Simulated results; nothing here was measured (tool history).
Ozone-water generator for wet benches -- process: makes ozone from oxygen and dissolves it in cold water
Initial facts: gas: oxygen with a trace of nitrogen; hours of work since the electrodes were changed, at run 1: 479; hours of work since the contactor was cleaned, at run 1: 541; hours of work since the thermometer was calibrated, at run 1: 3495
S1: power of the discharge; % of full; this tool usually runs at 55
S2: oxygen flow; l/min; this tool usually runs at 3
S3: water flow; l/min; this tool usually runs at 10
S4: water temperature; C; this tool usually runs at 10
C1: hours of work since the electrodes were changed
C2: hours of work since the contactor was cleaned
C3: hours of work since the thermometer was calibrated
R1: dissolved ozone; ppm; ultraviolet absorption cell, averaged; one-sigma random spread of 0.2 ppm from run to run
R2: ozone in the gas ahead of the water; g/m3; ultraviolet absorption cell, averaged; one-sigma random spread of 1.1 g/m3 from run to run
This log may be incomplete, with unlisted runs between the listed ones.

{"run": 1, "hour": 0.0, "S1": 55, "S2": 3, "S3": 10, "S4": 10, "C1": 479, "C2": 541, "C3": 3495, "R1": 27.8, "R2": 200.7}
{"run": 2, "hour": 32.5, "S1": 55, "S2": 3, "S3": 10, "S4": 10, "C1": 507, "C2": 568, "C3": 3523, "R1": 28.2, "R2": 203.4}
{"run": 3, "hour": 60.2, "S1": 55, "S2": 3, "S3": 10, "S4": 10, "C1": 531, "C2": 592, "C3": 3547, "R1": 28.3, "R2": 199.5}
{"run": 4, "hour": 80.4, "S1": 55, "S2": 3, "S3": 10, "S4": 10, "C1": 548, "C2": 609, "C3": 3564, "R1": 28, "R2": 199.4}
{"run": 5, "hour": 114.4, "S1": 55, "S2": 3, "S3": 15, "S4": 10, "C1": 577, "C2": 639, "C3": 3593, "R1": 20, "R2": 201.5}
{"run": 6, "hour": 153.1, "S1": 55, "S2": 3, "S3": 15, "S4": 10, "C1": 610, "C2": 672, "C3": 3627, "R1": 20, "R2": 202.6}
{"run": 7, "hour": 187.8, "S1": 55, "S2": 4.8, "S3": 10, "S4": 10, "C1": 640, "C2": 701, "C3": 3656, "R1": 28.3, "R2": 156.8}
{"run": 8, "hour": 207.8, "S1": 55, "S2": 4.8, "S3": 10, "S4": 10, "C1": 657, "C2": 719, "C3": 3674, "R1": 27.6, "R2": 155.6}
{"run": 9, "hour": 228.8, "S1": 55, "S2": 4.8, "S3": 10, "S4": 10, "C1": 675, "C2": 737, "C3": 3692, "R1": 28.1, "R2": 157.3}
{"run": 10, "hour": 261.3, "S1": 55, "S2": 4.8, "S3": 10, "S4": 10, "C1": 703, "C2": 765, "C3": 3719, "R1": 28.3, "R2": 156.8}
{"run": 11, "hour": 308.1, "S1": 55, "S2": 4.16, "S3": 10, "S4": 10, "C1": 743, "C2": 805, "C3": 3759, "R1": 28.5, "R2": 167.8}
{"run": 12, "hour": 352.4, "S1": 55, "S2": 3, "S3": 10, "S4": 11, "C1": 781, "C2": 843, "C3": 3797, "R1": 27.5, "R2": 198.1}
{"run": 13, "hour": 386.4, "S1": 55, "S2": 3, "S3": 10, "S4": 11, "C1": 810, "C2": 872, "C3": 3827, "R1": 27.8, "R2": 198.4}
{"run": 14, "hour": 412.4, "S1": 55, "S2": 3, "S3": 10, "S4": 11, "C1": 833, "C2": 894, "C3": 3849, "R1": 27.7, "R2": 199.1}
{"run": 15, "hour": 442.6, "S1": 55, "S2": 3, "S3": 10, "S4": 11, "C1": 859, "C2": 920, "C3": 3875, "R1": 28.1, "R2": 197.7}
{"run": 16, "hour": 467.9, "S1": 55, "S2": 3, "S3": 10, "S4": 11, "C1": 880, "C2": 942, "C3": 3896, "R1": 27.8, "R2": 198.5}
{"run": 17, "hour": 497.1, "S1": 55, "S2": 3.85, "S3": 10, "S4": 10, "C1": 905, "C2": 967, "C3": 3921, "R1": 28.6, "R2": 175.6}
{"run": 18, "hour": 525.3, "S1": 55, "S2": 3.73, "S3": 10, "S4": 10, "C1": 929, "C2": 991, "C3": 3946, "R1": 28.2, "R2": 176.8}
{"run": 19, "hour": 567.7, "S1": 55, "S2": 2.39, "S3": 10, "S4": 17, "C1": 966, "C2": 1027, "C3": 3982, "R1": 24.8, "R2": 224}
{"run": 20, "hour": 615.2, "S1": 55, "S2": 1.89, "S3": 11, "S4": 10, "C1": 1006, "C2": 1068, "C3": 4023, "R1": 24.6, "R2": 252}
{"run": 21, "hour": 646.5, "S1": 55, "S2": 1.89, "S3": 11, "S4": 10, "C1": 1033, "C2": 1095, "C3": 4050, "R1": 24.5, "R2": 251.2}
{"run": 22, "hour": 689.8, "S1": 55, "S2": 2.01, "S3": 10, "S4": 10, "C1": 1070, "C2": 1132, "C3": 4087, "R1": 26.8, "R2": 243.9}
{"run": 23, "hour": 733.4, "S1": 55, "S2": 2.46, "S3": 6, "S4": 10, "C1": 1108, "C2": 1169, "C3": 4124, "R1": 40.1, "R2": 220.6}
{"run": 24, "hour": 769.3, "S1": 53, "S2": 2.46, "S3": 6, "S4": 10, "C1": 1139, "C2": 1200, "C3": 4155, "R1": 39, "R2": 211.9}
{"run": 25, "hour": 806.4, "S1": 53, "S2": 2.46, "S3": 6, "S4": 10, "C1": 1170, "C2": 1232, "C3": 4187, "R1": 39, "R2": 211.5}
{"run": 26, "hour": 854.6, "S1": 55, "S2": 4.1, "S3": 7, "S4": 10, "C1": 1212, "C2": 1273, "C3": 4228, "R1": 35.6, "R2": 167.4}
{"run": 27, "hour": 881.6, "S1": 63, "S2": 4.81, "S3": 11, "S4": 5, "C1": 1235, "C2": 1296, "C3": 4251, "R1": 32.1, "R2": 171.5}
{"run": 28, "hour": 910.4, "S1": 84, "S2": 3.22, "S3": 9, "S4": 12, "C1": 1259, "C2": 1321, "C3": 4276, "R1": 41.6, "R2": 261.7}
{"run": 29, "hour": 952.3, "S1": 84, "S2": 3.22, "S3": 9, "S4": 12, "C1": 1295, "C2": 1357, "C3": 4312, "R1": 41.5, "R2": 264.4}
{"run": 30, "hour": 991.9, "S1": 84, "S2": 3.22, "S3": 10, "S4": 11, "C1": 1329, "C2": 1391, "C3": 4346, "R1": 39.1, "R2": 264.6}
{"run": 31, "hour": 1024.5, "S1": 55, "S2": 1.6, "S3": 10, "S4": 10, "C1": 1357, "C2": 1419, "C3": 4374, "R1": 25.9, "R2": 271.8}
{"run": 32, "hour": 1045.8, "S1": 55, "S2": 1.6, "S3": 10, "S4": 10, "C1": 1376, "C2": 1437, "C3": 4392, "R1": 25.8, "R2": 271.3}
{"run": 33, "hour": 1081.3, "S1": 55, "S2": 1.6, "S3": 10, "S4": 10, "C1": 1406, "C2": 1467, "C3": 4422, "R1": 25.7, "R2": 272.2}

Each row is a separate what-if for the run after 33, all from the same tool condition, not one after another. Results?
{"run": "A", "hour": 1124.0, "S1": 55, "S2": 3, "S3": 10, "S4": 9, "C1": 1443, "C2": 1504, "C3": 4459, "R1": "?", "R2": "?"}
{"run": "B", "hour": 1124.0, "S1": 55, "S2": 1.6, "S3": 7, "S4": 10, "C1": 1443, "C2": 1504, "C3": 4459, "R1": "?", "R2": "?"}
{"run": "C", "hour": 1124.0, "S1": 55, "S2": 1.6, "S3": 8, "S4": 10, "C1": 1443, "C2": 1504, "C3": 4459, "R1": "?", "R2": "?"}

run=A R1=28.4 R2=196.2
run=B R1=35.5 R2=271.2
run=C R1=31.5 R2=268.9
With no hidden state in the tool, these same runs would have given:
run=A R1=28.4 R2=201.9
run=B R1=35.5 R2=279.1
run=C R1=31.5 R2=276.8

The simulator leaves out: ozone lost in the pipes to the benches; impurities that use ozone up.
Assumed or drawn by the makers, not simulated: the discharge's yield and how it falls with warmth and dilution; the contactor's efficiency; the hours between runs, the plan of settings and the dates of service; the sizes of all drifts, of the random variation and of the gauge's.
